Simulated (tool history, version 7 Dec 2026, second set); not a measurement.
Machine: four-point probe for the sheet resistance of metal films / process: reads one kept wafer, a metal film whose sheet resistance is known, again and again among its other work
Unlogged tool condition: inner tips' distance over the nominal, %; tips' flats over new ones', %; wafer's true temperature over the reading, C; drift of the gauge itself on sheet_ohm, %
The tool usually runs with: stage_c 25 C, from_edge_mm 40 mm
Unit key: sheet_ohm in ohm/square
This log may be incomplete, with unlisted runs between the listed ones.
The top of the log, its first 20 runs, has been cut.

run,hour,stage_c,from_edge_mm,touches since the probe head was changed,hours of work since the stage's thermometer was calibrated,sheet_ohm
21,696.7,35,40,61603,64,8.011932
22,725.4,35,40,62510,75,8.012358
23,775.2,23,6,64081,95,8.22402
24,815.6,31,18,65358,111,8.053409
25,836.4,32,9,66017,119,8.085673
26,869.8,26,6,67073,133,8.197572
27,902.1,20,10,68092,146,8.170849
28,928.8,20,10,68936,156,8.166311
29,978.8,26,40,70519,176,8.082864
30,1005.7,23,5,71367,187,8.274822
31,1037.1,29,39,72361,200,8.055363
32,1073.3,25,67,73502,214,8.088631
33,1109.9,25,67,74659,229,8.085506
34,1145.5,25,67,75784,243,8.086414
35,1175.9,19,19,76746,255,8.150296
36,1208.2,19,15,77767,268,8.15676
37,1232.3,25,40,78529,278,8.087645
38,1277,25,40,79942,296,8.092811
39,1326.3,25,40,81501,315,8.087604
40,1362.8,25,40,82653,330,8.090346
41,1408.5,21,3,84098,348,8.57452
42,1441.4,21,3,85138,361,8.573464
43,1491.1,25,49,86707,381,8.08671
44,1542.3,23,49,88325,402,8.101785

Below are 4 alternative next runs, each starting from the tool's condition after run 44. Predict each:
A,1589.3,31,47,89810,421,?
B,1589.3,31,17,89810,421,?
C,1589.3,22,42,89810,421,?
D,1589.3,26,49,89810,421,?

run,sheet_ohm
A,8.041578
B,8.055447
C,8.115216
D,8.080462
With no hidden state in the tool, these same runs would have given:
run,sheet_ohm
A,8.042976
B,8.056848
C,8.116628
D,8.081868

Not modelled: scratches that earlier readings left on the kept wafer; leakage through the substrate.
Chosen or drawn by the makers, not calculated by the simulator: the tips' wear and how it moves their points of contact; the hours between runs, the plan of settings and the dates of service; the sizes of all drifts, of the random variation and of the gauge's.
